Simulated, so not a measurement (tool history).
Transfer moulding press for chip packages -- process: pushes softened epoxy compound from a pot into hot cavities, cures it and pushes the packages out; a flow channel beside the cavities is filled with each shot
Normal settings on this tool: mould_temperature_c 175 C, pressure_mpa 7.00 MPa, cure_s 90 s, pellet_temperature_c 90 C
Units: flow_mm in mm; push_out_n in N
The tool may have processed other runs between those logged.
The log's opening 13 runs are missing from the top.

run   hour  mould_temperature_c  pressure_mpa  cure_s  pellet_temperature_c  incoming compound's hours out of the cold store  flow_mm  push_out_n
 14  116.6                  175          7.00      90                    90                                             28.8      888         581
 15  128.2                  175          7.00      90                    90                                             24.0      911         648
 16  138.3                  175          7.00      73                    85                                             35.2      859        1054
 17  146.9                  175          7.00      73                    85                                              8.3      966        1185
 18  157.4                  175          7.00      73                    85                                             31.3      871        1149
 19  167.6                  175          5.40      90                    90                                             22.4      794         763
 20  173.3                  178          7.71      90                    92                                             44.7      848         650
 21  179.1                  169          7.00      83                    90                                             37.8      864        1373
 22  184.2                  169          7.00      83                    90                                             32.9      879        1393
     186.4  -- cavities cleaned with cleaning compound and waxed
 23  195.3                  174          7.00      94                    90                                             43.4      822         514
 24  201.9                  182          5.73      75                    92                                             23.8      779         531
 25  208.0                  177          5.73      79                    92                                             21.7      806         650
 26  219.0                  174          5.79     106                    92                                             40.8      757         530
 27  228.0                  174          5.79     106                    92                                             10.2      861         583
 28  236.0                  174          5.79      81                    89                                             29.3      794         908
 29  242.8                  178          6.31      94                    97                                             25.2      823         605
 30  250.5                  174          8.55      87                    97                                             19.6     1001         827

Branching from run 30: 3 alternative next runs. What would each branch give?
  A  262.7                  174          5.23     123                    89                                             36.7        ?           ?
  B  262.7                  180          7.00     120                    90                                             40.2        ?           ?
  C  262.7                  174          7.05      87                    83                                              8.7        ?           ?

run  flow_mm  push_out_n
  A      726         614
  B      806         600
  C      952         880
Take away the tool's hidden state, keep each run's random variation, and the runs would have read:
run  flow_mm  push_out_n
  A      776         372
  B      863         365
  C     1018         517

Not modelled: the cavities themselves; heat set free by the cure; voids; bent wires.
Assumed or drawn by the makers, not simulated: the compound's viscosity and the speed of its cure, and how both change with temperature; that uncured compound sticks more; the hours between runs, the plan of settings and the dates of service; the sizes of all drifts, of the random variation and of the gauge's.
